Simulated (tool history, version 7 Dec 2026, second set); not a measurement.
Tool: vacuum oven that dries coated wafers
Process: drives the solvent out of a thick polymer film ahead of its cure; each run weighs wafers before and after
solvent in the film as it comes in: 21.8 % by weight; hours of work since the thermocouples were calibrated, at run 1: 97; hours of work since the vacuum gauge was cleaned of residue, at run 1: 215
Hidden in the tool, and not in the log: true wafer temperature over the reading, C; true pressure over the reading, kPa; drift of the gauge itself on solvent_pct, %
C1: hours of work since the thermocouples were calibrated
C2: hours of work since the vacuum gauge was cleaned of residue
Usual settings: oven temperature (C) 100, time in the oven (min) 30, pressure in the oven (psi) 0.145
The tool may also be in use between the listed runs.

{"run": 1, "hour": 0.0, "oven temperature (C)": 100, "time in the oven (min)": 30, "pressure in the oven (psi)": 0.145, "C1": 97, "C2": 215, "solvent left in the film (%)": 1.1}
{"run": 2, "hour": 8.7, "oven temperature (C)": 100, "time in the oven (min)": 30, "pressure in the oven (psi)": 0.145, "C1": 104, "C2": 222, "solvent left in the film (%)": 1.09}
{"run": 3, "hour": 14.8, "oven temperature (C)": 100, "time in the oven (min)": 30, "pressure in the oven (psi)": 0.145, "C1": 108, "C2": 226, "solvent left in the film (%)": 1.08}
{"run": 4, "hour": 23.7, "oven temperature (C)": 100, "time in the oven (min)": 30, "pressure in the oven (psi)": 0.145, "C1": 115, "C2": 233, "solvent left in the film (%)": 1.13}
{"run": 5, "hour": 32.3, "oven temperature (C)": 100, "time in the oven (min)": 30, "pressure in the oven (psi)": 0.145, "C1": 121, "C2": 239, "solvent left in the film (%)": 1.07}
{"run": 6, "hour": 42.6, "oven temperature (C)": 100, "time in the oven (min)": 30, "pressure in the oven (psi)": 0.145, "C1": 129, "C2": 247, "solvent left in the film (%)": 1.12}
{"run": 7, "hour": 52.5, "oven temperature (C)": 100, "time in the oven (min)": 30, "pressure in the oven (psi)": 0.145, "C1": 136, "C2": 254, "solvent left in the film (%)": 1.08}
{"run": 8, "hour": 65.3, "oven temperature (C)": 100, "time in the oven (min)": 30, "pressure in the oven (psi)": 0.145, "C1": 145, "C2": 263, "solvent left in the film (%)": 1.09}
{"run": 9, "hour": 74.6, "oven temperature (C)": 100, "time in the oven (min)": 30, "pressure in the oven (psi)": 0.145, "C1": 152, "C2": 270, "solvent left in the film (%)": 1.12}
{"run": 10, "hour": 86.0, "oven temperature (C)": 100, "time in the oven (min)": 30, "pressure in the oven (psi)": 0.145, "C1": 161, "C2": 279, "solvent left in the film (%)": 1.08}
{"run": 11, "hour": 99.4, "oven temperature (C)": 109, "time in the oven (min)": 50, "pressure in the oven (psi)": 0.22, "C1": 171, "C2": 289, "solvent left in the film (%)": 0.35}
{"run": 12, "hour": 112.5, "oven temperature (C)": 103, "time in the oven (min)": 30, "pressure in the oven (psi)": 0.544, "C1": 180, "C2": 298, "solvent left in the film (%)": 1.54}
{"run": 13, "hour": 125.0, "oven temperature (C)": 106, "time in the oven (min)": 35, "pressure in the oven (psi)": 0.11, "C1": 189, "C2": 307, "solvent left in the film (%)": 0.35}
{"run": 14, "hour": 135.2, "oven temperature (C)": 100, "time in the oven (min)": 51, "pressure in the oven (psi)": 0.202, "C1": 197, "C2": 315, "solvent left in the film (%)": 0.53}
{"run": 15, "hour": 143.8, "oven temperature (C)": 94, "time in the oven (min)": 51, "pressure in the oven (psi)": 0.164, "C1": 203, "C2": 321, "solvent left in the film (%)": 0.74}
{"run": 16, "hour": 157.2, "oven temperature (C)": 87, "time in the oven (min)": 30, "pressure in the oven (psi)": 0.229, "C1": 213, "C2": 331, "solvent left in the film (%)": 3.6}
{"run": 17, "hour": 164.0, "oven temperature (C)": 88, "time in the oven (min)": 37, "pressure in the oven (psi)": 0.122, "C1": 218, "C2": 336, "solvent left in the film (%)": 2.12}
{"run": 18, "hour": 173.2, "oven temperature (C)": 88, "time in the oven (min)": 37, "pressure in the oven (psi)": 0.122, "C1": 225, "C2": 343, "solvent left in the film (%)": 2.13}

Measured less the same run without the tool's hidden state. The same run-to-run variation is in both; the gauge's scatter may not be:
run=1 solvent_left_in_the_film_(%)=+0.04
run=2 solvent_left_in_the_film_(%)=+0.05
run=3 solvent_left_in_the_film_(%)=+0.04
run=4 solvent_left_in_the_film_(%)=+0.05
run=5 solvent_left_in_the_film_(%)=+0.04
run=6 solvent_left_in_the_film_(%)=+0.05
run=7 solvent_left_in_the_film_(%)=+0.04
run=8 solvent_left_in_the_film_(%)=+0.04
run=9 solvent_left_in_the_film_(%)=+0.04
run=10 solvent_left_in_the_film_(%)=+0.04
run=11 solvent_left_in_the_film_(%)=+0.01
run=12 solvent_left_in_the_film_(%)=+0.03
run=13 solvent_left_in_the_film_(%)=+0.02
run=14 solvent_left_in_the_film_(%)=+0.02
run=15 solvent_left_in_the_film_(%)=+0.03
run=16 solvent_left_in_the_film_(%)=+0.06
run=17 solvent_left_in_the_film_(%)=+0.05
run=18 solvent_left_in_the_film_(%)=+0.05
